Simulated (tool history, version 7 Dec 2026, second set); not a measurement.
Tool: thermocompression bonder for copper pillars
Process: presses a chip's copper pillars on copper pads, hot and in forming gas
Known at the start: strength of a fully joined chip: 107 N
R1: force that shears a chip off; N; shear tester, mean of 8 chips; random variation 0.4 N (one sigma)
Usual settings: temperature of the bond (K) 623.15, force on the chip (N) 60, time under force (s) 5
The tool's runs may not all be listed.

run 1 day=0.000 | temperature_of_the_bond_(K)=623.15 force_on_the_chip_(N)=60 time_under_force_(s)=5 | R1=34.1
run 2 day=0.392 | temperature_of_the_bond_(K)=623.15 force_on_the_chip_(N)=60 time_under_force_(s)=5 | R1=34.2
run 3 day=0.583 | temperature_of_the_bond_(K)=623.15 force_on_the_chip_(N)=60 time_under_force_(s)=5 | R1=33.4
run 4 day=0.892 | temperature_of_the_bond_(K)=623.15 force_on_the_chip_(N)=60 time_under_force_(s)=5 | R1=32.9
run 5 day=1.058 | temperature_of_the_bond_(K)=623.15 force_on_the_chip_(N)=60 time_under_force_(s)=5 | R1=34.0
run 6 day=1.312 | temperature_of_the_bond_(K)=623.15 force_on_the_chip_(N)=60 time_under_force_(s)=5 | R1=34.1
run 7 day=1.708 | temperature_of_the_bond_(K)=640.15 force_on_the_chip_(N)=60 time_under_force_(s)=5 | R1=41.3
run 8 day=1.892 | temperature_of_the_bond_(K)=623.15 force_on_the_chip_(N)=60 time_under_force_(s)=3 | R1=28.1
run 9 day=2.079 | temperature_of_the_bond_(K)=623.15 force_on_the_chip_(N)=60 time_under_force_(s)=5 | R1=33.5
run 10 day=2.400 | temperature_of_the_bond_(K)=623.15 force_on_the_chip_(N)=60 time_under_force_(s)=5 | R1=32.7
run 11 day=2.717 | temperature_of_the_bond_(K)=620.15 force_on_the_chip_(N)=60 time_under_force_(s)=5 | R1=32.4
run 12 day=3.021 | temperature_of_the_bond_(K)=599.15 force_on_the_chip_(N)=45 time_under_force_(s)=5 | R1=17.1
run 13 day=3.312 | temperature_of_the_bond_(K)=599.15 force_on_the_chip_(N)=45 time_under_force_(s)=6 | R1=18.9
run 14 day=3.562 | temperature_of_the_bond_(K)=640.15 force_on_the_chip_(N)=42 time_under_force_(s)=4 | R1=25.1
run 15 day=3.767 | temperature_of_the_bond_(K)=640.15 force_on_the_chip_(N)=84 time_under_force_(s)=12 | R1=72.0
run 16 day=4.038 | temperature_of_the_bond_(K)=612.15 force_on_the_chip_(N)=39 time_under_force_(s)=4 | R1=15.8
run 17 day=4.350 | temperature_of_the_bond_(K)=623.15 force_on_the_chip_(N)=60 time_under_force_(s)=4 | R1=31.0
run 18 day=4.533 | temperature_of_the_bond_(K)=623.15 force_on_the_chip_(N)=60 time_under_force_(s)=4 | R1=30.5
run 19 day=4.738 | temperature_of_the_bond_(K)=644.15 force_on_the_chip_(N)=36 time_under_force_(s)=3 | R1=19.2
run 20 day=5.050 | temperature_of_the_bond_(K)=623.15 force_on_the_chip_(N)=83 time_under_force_(s)=9 | R1=56.9

Forecast each of these 4 alternatives for the next run:
run A day=5.404 | temperature_of_the_bond_(K)=641.15 force_on_the_chip_(N)=83 time_under_force_(s)=14 | R1=?
run B day=5.404 | temperature_of_the_bond_(K)=627.15 force_on_the_chip_(N)=63 time_under_force_(s)=5 | R1=?
run C day=5.404 | temperature_of_the_bond_(K)=649.15 force_on_the_chip_(N)=57 time_under_force_(s)=7 | R1=?
run D day=5.404 | temperature_of_the_bond_(K)=646.15 force_on_the_chip_(N)=42 time_under_force_(s)=9 | R1=?

run=A R1=74.1
run=B R1=37.2
run=C R1=47.2
run=D R1=37.3
Without the tool's hidden state the same runs would have given:
run=A R1=82.3
run=B R1=42.7
run=C R1=53.6
run=D R1=42.6
